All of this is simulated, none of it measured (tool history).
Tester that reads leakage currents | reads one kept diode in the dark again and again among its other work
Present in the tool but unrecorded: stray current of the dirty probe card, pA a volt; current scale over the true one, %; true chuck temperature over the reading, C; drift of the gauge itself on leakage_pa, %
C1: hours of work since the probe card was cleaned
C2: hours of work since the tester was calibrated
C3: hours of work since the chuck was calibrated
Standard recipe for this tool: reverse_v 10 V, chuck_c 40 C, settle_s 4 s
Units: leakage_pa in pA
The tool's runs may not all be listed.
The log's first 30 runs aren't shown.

run 31 hour=2470.5 | reverse_v=17.1 chuck_c=40 settle_s=4 | C1=1204 C2=4567 C3=850 | leakage_pa=932.17
run 32 hour=2549.7 | reverse_v=17.1 chuck_c=40 settle_s=4 | C1=1255 C2=4617 C3=900 | leakage_pa=933.95
run 33 hour=2623 | reverse_v=2.1 chuck_c=40 settle_s=2.88 | C1=1301 C2=4663 C3=946 | leakage_pa=435.07
run 34 hour=2736.3 | reverse_v=3 chuck_c=53 settle_s=2.88 | C1=1373 C2=4735 C3=1018 | leakage_pa=1467.54
run 35 hour=2851.5 | reverse_v=10 chuck_c=57 settle_s=4 | C1=1446 C2=4808 C3=1091 | leakage_pa=3093.67
-- hour=2875.2 chuck's temperature calibrated
run 36 hour=2936.1 | reverse_v=3.7 chuck_c=24 settle_s=1.82 | C1=1498 C2=4861 C3=39 | leakage_pa=140.16
run 37 hour=3047.5 | reverse_v=10 chuck_c=23 settle_s=0.57 | C1=1569 C2=4931 C3=109 | leakage_pa=187.88
run 38 hour=3126.7 | reverse_v=10 chuck_c=23 settle_s=4.25 | C1=1619 C2=4982 C3=160 | leakage_pa=183.98

Below are 3 alternative next runs, each starting from the tool's condition after run 38. Predict each:
run A hour=3226.1 | reverse_v=4 chuck_c=21 settle_s=2.51 | C1=1682 C2=5045 C3=223 | leakage_pa=?
run B hour=3226.1 | reverse_v=5.9 chuck_c=45 settle_s=1.04 | C1=1682 C2=5045 C3=223 | leakage_pa=?
run C hour=3226.1 | reverse_v=10.4 chuck_c=23 settle_s=4.25 | C1=1682 C2=5045 C3=223 | leakage_pa=?

run=A leakage_pa=106.5
run=B leakage_pa=1066.51
run=C leakage_pa=186.07
Stripped of hidden state, with their random variation kept, the same runs would have yielded:
run=A leakage_pa=105.69
run=B leakage_pa=1092.21
run=C leakage_pa=180.8
